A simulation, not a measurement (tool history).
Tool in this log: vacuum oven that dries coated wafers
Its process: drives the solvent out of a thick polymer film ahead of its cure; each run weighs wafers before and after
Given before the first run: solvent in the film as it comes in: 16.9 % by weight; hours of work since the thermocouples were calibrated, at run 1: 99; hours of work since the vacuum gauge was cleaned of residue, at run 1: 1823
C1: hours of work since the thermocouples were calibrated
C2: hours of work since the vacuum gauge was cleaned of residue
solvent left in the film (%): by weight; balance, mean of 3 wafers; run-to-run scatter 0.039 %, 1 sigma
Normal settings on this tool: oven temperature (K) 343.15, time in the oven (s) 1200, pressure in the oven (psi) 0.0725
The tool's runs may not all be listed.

{"run": 1, "hour": 0.0, "oven temperature (K)": 343.15, "time in the oven (s)": 1200, "pressure in the oven (psi)": 0.0725, "C1": 99, "C2": 1823, "solvent left in the film (%)": 2.03}
{"run": 2, "hour": 81.1, "oven temperature (K)": 343.15, "time in the oven (s)": 1200, "pressure in the oven (psi)": 0.0725, "C1": 147, "C2": 1871, "solvent left in the film (%)": 2}
{"run": 3, "hour": 122.6, "oven temperature (K)": 343.15, "time in the oven (s)": 1200, "pressure in the oven (psi)": 0.0725, "C1": 172, "C2": 1896, "solvent left in the film (%)": 1.95}
{"run": 4, "hour": 180.5, "oven temperature (K)": 343.15, "time in the oven (s)": 1200, "pressure in the oven (psi)": 0.0725, "C1": 206, "C2": 1930, "solvent left in the film (%)": 1.97}
{"run": 5, "hour": 252.1, "oven temperature (K)": 343.15, "time in the oven (s)": 1200, "pressure in the oven (psi)": 0.0725, "C1": 249, "C2": 1973, "solvent left in the film (%)": 1.83}
{"run": 6, "hour": 296.1, "oven temperature (K)": 336.15, "time in the oven (s)": 1200, "pressure in the oven (psi)": 0.0725, "C1": 275, "C2": 1999, "solvent left in the film (%)": 3.72}
{"run": 7, "hour": 335.8, "oven temperature (K)": 336.15, "time in the oven (s)": 1200, "pressure in the oven (psi)": 0.0725, "C1": 298, "C2": 2022, "solvent left in the film (%)": 3.73}
{"run": 8, "hour": 391.7, "oven temperature (K)": 343.15, "time in the oven (s)": 1200, "pressure in the oven (psi)": 0.0725, "C1": 332, "C2": 2056, "solvent left in the film (%)": 1.79}
{"run": 9, "hour": 456.9, "oven temperature (K)": 343.15, "time in the oven (s)": 1200, "pressure in the oven (psi)": 0.0402, "C1": 370, "C2": 2094, "solvent left in the film (%)": 1.79}
{"run": 10, "hour": 495.7, "oven temperature (K)": 343.15, "time in the oven (s)": 1200, "pressure in the oven (psi)": 0.0402, "C1": 394, "C2": 2118, "solvent left in the film (%)": 1.77}
{"hour": 543.3, "done": "vacuum gauge cleaned of residue and calibrated"}
{"run": 11, "hour": 543.3, "oven temperature (K)": 356.15, "time in the oven (s)": 1200, "pressure in the oven (psi)": 0.0402, "C1": 421, "C2": 0, "solvent left in the film (%)": 0.24}
{"run": 12, "hour": 616.7, "oven temperature (K)": 336.15, "time in the oven (s)": 1200, "pressure in the oven (psi)": 0.0725, "C1": 465, "C2": 44, "solvent left in the film (%)": 3.56}
{"run": 13, "hour": 670.6, "oven temperature (K)": 336.15, "time in the oven (s)": 1200, "pressure in the oven (psi)": 0.0725, "C1": 497, "C2": 76, "solvent left in the film (%)": 3.56}
{"run": 14, "hour": 736.9, "oven temperature (K)": 336.15, "time in the oven (s)": 1320, "pressure in the oven (psi)": 0.0725, "C1": 536, "C2": 115, "solvent left in the film (%)": 3.05}
{"run": 15, "hour": 780.8, "oven temperature (K)": 336.15, "time in the oven (s)": 1320, "pressure in the oven (psi)": 0.0725, "C1": 562, "C2": 141, "solvent left in the film (%)": 3.05}
{"run": 16, "hour": 833.0, "oven temperature (K)": 336.15, "time in the oven (s)": 1320, "pressure in the oven (psi)": 0.0725, "C1": 593, "C2": 172, "solvent left in the film (%)": 2.98}
{"run": 17, "hour": 872.7, "oven temperature (K)": 336.15, "time in the oven (s)": 1320, "pressure in the oven (psi)": 0.0725, "C1": 617, "C2": 196, "solvent left in the film (%)": 2.93}
{"hour": 910.7, "done": "oven's thermocouples calibrated"}
{"run": 18, "hour": 924.8, "oven temperature (K)": 336.15, "time in the oven (s)": 1320, "pressure in the oven (psi)": 0.0725, "C1": 8, "C2": 226, "solvent left in the film (%)": 3.31}
{"run": 19, "hour": 990.9, "oven temperature (K)": 336.15, "time in the oven (s)": 1320, "pressure in the oven (psi)": 0.0725, "C1": 48, "C2": 265, "solvent left in the film (%)": 3.32}
{"run": 20, "hour": 1050.0, "oven temperature (K)": 336.15, "time in the oven (s)": 1320, "pressure in the oven (psi)": 0.0725, "C1": 83, "C2": 300, "solvent left in the film (%)": 3.23}
{"run": 21, "hour": 1108.3, "oven temperature (K)": 336.15, "time in the oven (s)": 1320, "pressure in the oven (psi)": 0.0725, "C1": 118, "C2": 335, "solvent left in the film (%)": 3.23}
{"run": 22, "hour": 1150.0, "oven temperature (K)": 336.15, "time in the oven (s)": 1320, "pressure in the oven (psi)": 0.0725, "C1": 142, "C2": 360, "solvent left in the film (%)": 3.3}
{"run": 23, "hour": 1217.2, "oven temperature (K)": 336.15, "time in the oven (s)": 1320, "pressure in the oven (psi)": 0.0725, "C1": 182, "C2": 400, "solvent left in the film (%)": 3.24}
{"run": 24, "hour": 1272.3, "oven temperature (K)": 343.15, "time in the oven (s)": 840, "pressure in the oven (psi)": 0.2168, "C1": 215, "C2": 432, "solvent left in the film (%)": 3.46}
{"run": 25, "hour": 1347.6, "oven temperature (K)": 338.15, "time in the oven (s)": 1680, "pressure in the oven (psi)": 0.0725, "C1": 260, "C2": 477, "solvent left in the film (%)": 1.74}
{"run": 26, "hour": 1393.5, "oven temperature (K)": 338.15, "time in the oven (s)": 1680, "pressure in the oven (psi)": 0.0725, "C1": 287, "C2": 505, "solvent left in the film (%)": 1.62}
{"run": 27, "hour": 1446.5, "oven temperature (K)": 346.15, "time in the oven (s)": 1080, "pressure in the oven (psi)": 0.041, "C1": 319, "C2": 536, "solvent left in the film (%)": 1.4}
{"run": 28, "hour": 1506.4, "oven temperature (K)": 343.15, "time in the oven (s)": 1620, "pressure in the oven (psi)": 0.0725, "C1": 354, "C2": 572, "solvent left in the film (%)": 0.85}
{"run": 29, "hour": 1571.2, "oven temperature (K)": 343.15, "time in the oven (s)": 1200, "pressure in the oven (psi)": 0.2377, "C1": 393, "C2": 610, "solvent left in the film (%)": 2.03}
{"run": 30, "hour": 1608.2, "oven temperature (K)": 343.15, "time in the oven (s)": 1440, "pressure in the oven (psi)": 0.0634, "C1": 415, "C2": 632, "solvent left in the film (%)": 1.16}
{"run": 31, "hour": 1645.1, "oven temperature (K)": 353.15, "time in the oven (s)": 2040, "pressure in the oven (psi)": 0.1033, "C1": 437, "C2": 654, "solvent left in the film (%)": 0.17}
{"run": 32, "hour": 1681.8, "oven temperature (K)": 353.15, "time in the oven (s)": 2040, "pressure in the oven (psi)": 0.1033, "C1": 459, "C2": 676, "solvent left in the film (%)": 0.13}
{"run": 33, "hour": 1729.8, "oven temperature (K)": 331.15, "time in the oven (s)": 1260, "pressure in the oven (psi)": 0.2058, "C1": 487, "C2": 705, "solvent left in the film (%)": 5.12}
{"run": 34, "hour": 1784.1, "oven temperature (K)": 329.15, "time in the oven (s)": 1140, "pressure in the oven (psi)": 0.2058, "C1": 520, "C2": 737, "solvent left in the film (%)": 6.35}
{"run": 35, "hour": 1817.2, "oven temperature (K)": 340.15, "time in the oven (s)": 1380, "pressure in the oven (psi)": 0.2743, "C1": 539, "C2": 757, "solvent left in the film (%)": 2.08}
{"run": 36, "hour": 1877.2, "oven temperature (K)": 333.15, "time in the oven (s)": 1200, "pressure in the oven (psi)": 0.0725, "C1": 575, "C2": 792, "solvent left in the film (%)": 4.41}
{"run": 37, "hour": 1925.8, "oven temperature (K)": 333.15, "time in the oven (s)": 1200, "pressure in the oven (psi)": 0.0725, "C1": 604, "C2": 821, "solvent left in the film (%)": 4.38}
{"run": 38, "hour": 1977.1, "oven temperature (K)": 355.15, "time in the oven (s)": 1200, "pressure in the oven (psi)": 0.0389, "C1": 634, "C2": 852, "solvent left in the film (%)": 0.23}
{"hour": 1987.4, "done": "oven's thermocouples calibrated"}
{"run": 39, "hour": 2045.1, "oven temperature (K)": 335.15, "time in the oven (s)": 1200, "pressure in the oven (psi)": 0.0389, "C1": 34, "C2": 891, "solvent left in the film (%)": 4.07}
{"run": 40, "hour": 2098.8, "oven temperature (K)": 328.15, "time in the oven (s)": 1320, "pressure in the oven (psi)": 0.0725, "C1": 66, "C2": 923, "solvent left in the film (%)": 6.01}
{"run": 41, "hour": 2160.8, "oven temperature (K)": 343.15, "time in the oven (s)": 660, "pressure in the oven (psi)": 0.1046, "C1": 103, "C2": 960, "solvent left in the film (%)": 4.51}
{"run": 42, "hour": 2220.9, "oven temperature (K)": 338.15, "time in the oven (s)": 960, "pressure in the oven (psi)": 0.0725, "C1": 139, "C2": 995, "solvent left in the film (%)": 4.09}
{"run": 43, "hour": 2299.6, "oven temperature (K)": 342.15, "time in the oven (s)": 1980, "pressure in the oven (psi)": 0.1017, "C1": 186, "C2": 1042, "solvent left in the film (%)": 0.74}
{"run": 44, "hour": 2356.2, "oven temperature (K)": 343.15, "time in the oven (s)": 720, "pressure in the oven (psi)": 0.1646, "C1": 219, "C2": 1076, "solvent left in the film (%)": 4.13}
{"run": 45, "hour": 2415.1, "oven temperature (K)": 343.15, "time in the oven (s)": 720, "pressure in the oven (psi)": 0.1646, "C1": 254, "C2": 1111, "solvent left in the film (%)": 4.12}
{"run": 46, "hour": 2457.1, "oven temperature (K)": 357.15, "time in the oven (s)": 1200, "pressure in the oven (psi)": 0.0367, "C1": 279, "C2": 1136, "solvent left in the film (%)": 0.19}

Hidden state at the last listed run before each entry between runs and at the first one after, where it differs:
Between runs 10 and 11: vacuum gauge cleaned of residue and calibrated (hour 543.3)
  true wafer temperature over the reading, C: 0.82 -> 0.88; true pressure over the reading, kPa: 0.571 -> -0.013
  measured result minus the result with no hidden state, solvent left in the film (%): -0.05 -> -0.04
Between runs 17 and 18: oven's thermocouples calibrated (hour 910.7)
  true wafer temperature over the reading, C: 1.32 -> 0.14; true pressure over the reading, kPa: 0.039 -> 0.047
  measured result minus the result with no hidden state, solvent left in the film (%): -0.37 -> -0.03
Between runs 38 and 39: oven's thermocouples calibrated (hour 1987.4)
  true wafer temperature over the reading, C: 1.53 -> 0.34; true pressure over the reading, kPa: 0.207 -> 0.217
  measured result minus the result with no hidden state, solvent left in the film (%): -0.04 -> -0.05

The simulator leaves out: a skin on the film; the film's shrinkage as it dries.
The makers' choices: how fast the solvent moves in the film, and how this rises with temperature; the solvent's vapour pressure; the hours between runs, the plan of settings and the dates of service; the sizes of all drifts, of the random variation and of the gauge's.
